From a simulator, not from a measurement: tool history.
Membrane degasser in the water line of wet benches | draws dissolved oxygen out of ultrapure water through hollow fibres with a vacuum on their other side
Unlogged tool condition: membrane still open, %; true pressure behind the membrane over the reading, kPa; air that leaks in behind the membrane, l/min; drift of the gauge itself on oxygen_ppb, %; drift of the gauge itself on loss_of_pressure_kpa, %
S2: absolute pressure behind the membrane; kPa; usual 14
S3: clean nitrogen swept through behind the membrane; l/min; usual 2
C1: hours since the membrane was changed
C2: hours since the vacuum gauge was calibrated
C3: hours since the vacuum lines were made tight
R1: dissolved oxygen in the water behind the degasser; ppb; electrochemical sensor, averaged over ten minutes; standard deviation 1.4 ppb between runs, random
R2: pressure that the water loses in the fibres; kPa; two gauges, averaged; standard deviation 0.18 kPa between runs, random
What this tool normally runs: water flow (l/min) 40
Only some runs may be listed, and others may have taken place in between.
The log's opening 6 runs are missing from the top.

run 7 hour=900.1 | water_flow_(l/min)=40 S2=13.8 S3=2 | C1=1686 C2=157 C3=2391 | R1=463.4 R2=36.08
run 8 hour=986.5 | water_flow_(l/min)=40 S2=14 S3=4.28 | C1=1773 C2=243 C3=2478 | R1=246.6 R2=36.21
run 9 hour=1082.8 | water_flow_(l/min)=40 S2=14 S3=2 | C1=1869 C2=340 C3=2574 | R1=472.4 R2=36.49
run 10 hour=1206.7 | water_flow_(l/min)=40 S2=14 S3=2 | C1=1993 C2=464 C3=2698 | R1=475.5 R2=36.37
run 11 hour=1381.2 | water_flow_(l/min)=40 S2=14 S3=2 | C1=2167 C2=638 C3=2873 | R1=473.1 R2=36.64
run 12 hour=1459.4 | water_flow_(l/min)=40 S2=14 S3=2 | C1=2245 C2=716 C3=2951 | R1=473.6 R2=36.32
run 13 hour=1622 | water_flow_(l/min)=40 S2=14 S3=2 | C1=2408 C2=879 C3=3113 | R1=475.2 R2=36.41
-- hour=1634 vacuum gauge calibrated, once more
run 14 hour=1751.6 | water_flow_(l/min)=40 S2=14 S3=2 | C1=2537 C2=118 C3=3242 | R1=471.5 R2=36.26
run 15 hour=1889.3 | water_flow_(l/min)=40 S2=14 S3=2 | C1=2675 C2=255 C3=3380 | R1=472 R2=36.76
run 16 hour=1987.3 | water_flow_(l/min)=40 S2=14 S3=2.27 | C1=2773 C2=353 C3=3478 | R1=421.9 R2=36.87
run 17 hour=2090.8 | water_flow_(l/min)=40 S2=14 S3=2.27 | C1=2876 C2=457 C3=3582 | R1=424.6 R2=36.6
run 18 hour=2167.8 | water_flow_(l/min)=40 S2=19.7 S3=2 | C1=2953 C2=534 C3=3659 | R1=696.3 R2=36.68
run 19 hour=2305.6 | water_flow_(l/min)=40 S2=19.7 S3=3.49 | C1=3091 C2=672 C3=3796 | R1=434.1 R2=36.7
run 20 hour=2428.2 | water_flow_(l/min)=40 S2=33.7 S3=1.04 | C1=3214 C2=794 C3=3919 | R1=1913.7 R2=36.89
run 21 hour=2538 | water_flow_(l/min)=40 S2=33.7 S3=1.04 | C1=3324 C2=904 C3=4029 | R1=1911.2 R2=36.88
run 22 hour=2648.2 | water_flow_(l/min)=58 S2=31.2 S3=1.11 | C1=3434 C2=1014 C3=4139 | R1=2190.6 R2=53.66
run 23 hour=2728.8 | water_flow_(l/min)=40 S2=14 S3=1.2 | C1=3514 C2=1095 C3=4220 | R1=705 R2=36.73
run 24 hour=2808.7 | water_flow_(l/min)=40 S2=12.9 S3=2 | C1=3594 C2=1175 C3=4299 | R1=429.5 R2=36.87
run 25 hour=2914.3 | water_flow_(l/min)=40 S2=12 S3=4.04 | C1=3700 C2=1280 C3=4405 | R1=215.4 R2=36.82
run 26 hour=3027.7 | water_flow_(l/min)=50 S2=9.1 S3=4.46 | C1=3813 C2=1394 C3=4519 | R1=175.6 R2=46.24
run 27 hour=3157.2 | water_flow_(l/min)=50 S2=9.1 S3=4.46 | C1=3943 C2=1523 C3=4648 | R1=175.9 R2=45.73
run 28 hour=3306.4 | water_flow_(l/min)=50 S2=9.1 S3=4.46 | C1=4092 C2=1672 C3=4797 | R1=175.1 R2=46.03

The next listed run, before its measurement:
run 29 hour=3381.2 | water_flow_(l/min)=47 S2=13.7 S3=0.86 | C1=4167 C2=1747 C3=4872 | R1=? R2=?

{"run 29": {"R1": 997.1, "R2": 43.47}}
Had the tool carried no hidden state, the very same run would have given R1 993.9 ppb, R2 42.08 kPa.
